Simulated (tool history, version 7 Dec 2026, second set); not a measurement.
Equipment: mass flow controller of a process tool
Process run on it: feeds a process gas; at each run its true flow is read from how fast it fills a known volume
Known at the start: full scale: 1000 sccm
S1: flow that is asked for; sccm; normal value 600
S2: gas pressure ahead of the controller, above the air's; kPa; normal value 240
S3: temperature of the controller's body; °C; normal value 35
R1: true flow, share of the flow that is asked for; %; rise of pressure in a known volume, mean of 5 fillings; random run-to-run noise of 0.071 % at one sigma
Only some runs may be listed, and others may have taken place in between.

Run 1, hour 0.0: usual settings. Result: R1 100.66 %.
Run 2, hour 171.3: usual settings but S3 27 °C. Result: R1 99.73 %.
Run 3, hour 256.4: usual settings but S3 27 °C. Result: R1 99.83 %.
Run 4, hour 422.4: usual settings but S1 711 sccm. Result: R1 101.31 %.
Run 5, hour 503.7: usual settings but S1 414 sccm. Result: R1 100.07 %.
Run 6, hour 635.9: usual settings but S1 414 sccm. Result: R1 100.10 %.
Run 7, hour 739.8: usual settings but S1 139 sccm, S2 238 kPa, S3 39 °C. Result: R1 98.08 %.
At hour 748.6: controller's zero set anew.
Run 8, hour 833.1: usual settings but S1 193 sccm, S3 20 °C. Result: R1 96.19 %.

What does the tool deliver on the next run?
Run 9, hour 941.8: usual settings but S1 193 sccm, S3 20 °C. Result: R1 ?.

{"run 9": {"R1": 96.19}}
Minus the tool's unlogged condition, the same run would have read R1 97.57 %.
